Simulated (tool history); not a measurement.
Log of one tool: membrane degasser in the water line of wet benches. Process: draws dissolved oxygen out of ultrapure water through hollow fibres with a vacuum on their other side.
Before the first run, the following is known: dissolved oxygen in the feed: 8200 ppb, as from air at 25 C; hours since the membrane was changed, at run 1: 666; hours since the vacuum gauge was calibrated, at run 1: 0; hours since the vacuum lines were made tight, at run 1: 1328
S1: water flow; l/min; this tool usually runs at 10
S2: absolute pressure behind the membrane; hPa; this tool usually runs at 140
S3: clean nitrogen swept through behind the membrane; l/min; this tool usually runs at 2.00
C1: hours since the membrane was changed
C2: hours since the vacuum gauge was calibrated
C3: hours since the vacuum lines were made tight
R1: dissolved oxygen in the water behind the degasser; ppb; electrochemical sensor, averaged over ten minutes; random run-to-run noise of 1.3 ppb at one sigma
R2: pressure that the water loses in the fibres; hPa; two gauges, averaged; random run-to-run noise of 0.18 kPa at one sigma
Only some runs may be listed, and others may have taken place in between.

run      day  S1   S2    S3    C1    C2    C3     R1     R2
  1    0.000  10  140  2.00   666     0  1328  134.2  348.1
  2    9.529  10   94  2.00   895   229  1557   79.2  350.6
  3   18.167  10   94  2.00  1102   436  1764   79.1  347.6
  4   26.404  10  140  2.00  1300   634  1962  135.9  344.1
  5   34.283  10  140  2.00  1489   823  2151  134.4  346.3
  6   43.071  10  140  2.00  1700  1034  2362  132.9  344.6
  7   47.721  10  140  2.00  1811  1145  2473  135.5  348.3
  8   55.088  10  140  2.00  1988  1322  2650  133.7  348.1
  9   61.158  10  184  2.00  2134  1468  2796  186.0  346.9
 10   68.200  10  184  2.00  2303  1637  2965  186.3  347.9
 11   77.429  10  140  1.06  2524  1858  3186  241.1  344.5
 12   83.483  10  165  2.00  2670  2004  3332  161.2  345.7
 13   90.471  10  165  2.00  2837  2171  3499  165.9  345.2
 14   95.329  10  140  2.00  2954  2288  3616  133.4  341.7
 15  101.646  13  140  1.15  3105  2439  3768  299.5  446.0
 16  109.921   7  192  2.00  3304  2638  3966  139.0  240.7
 17  118.929   7  192  2.00  3520  2854  4182  138.0  240.9
 18  127.675   7  192  2.00  3730  3064  4392  137.1  240.1
 19  133.196   7  239  2.13  3863  3197  4525  166.9  240.0
 20  138.333   7  239  2.13  3986  3320  4648  165.6  241.7
 21  145.100   7  239  2.13  4148  3482  4810  165.8  238.8
 22  153.621   8  350  5.45  4353  3687  5015  117.2  273.5
 23  163.554   8  350  5.45  4591  3925  5253  116.4  274.0
 24  169.000   8  350  5.45  4722  4056  5384  115.2  269.9
 25  175.467   9  275  5.45  4877  4211  5539  100.8  311.1
 26  185.421  13  211  2.00  5116  4450  5778  293.6  442.4
 27  193.254   8  118  1.04  5304  4638  5966  157.6  271.1
 28  201.783  10  140  3.06  5509  4843  6171   91.0  338.4

Alternative continuations, all from the tool just after run 28; predict every row:
  A  207.567  13  140  1.75  5648  4982  6310   ?   ?
  B  207.567   9  210  4.45  5648  4982  6310   ?   ?
  C  207.567  10  140  2.74  5648  4982  6310   ?   ?
  D  207.567  12  195  3.23  5648  4982  6310   ?   ?
  E  207.567  15  130  5.89  5648  4982  6310   ?   ?

run     R1     R2
  A  207.3  437.6
  B   91.9  306.0
  C   99.8  340.9
  D  161.0  408.8
  E  103.2  511.1
Take away the tool's hidden state, keep each run's random variation, and the runs would have read:
run     R1     R2
  A  206.9  448.6
  B   91.7  313.7
  C   99.7  349.4
  D  160.8  419.0
  E  102.9  523.8
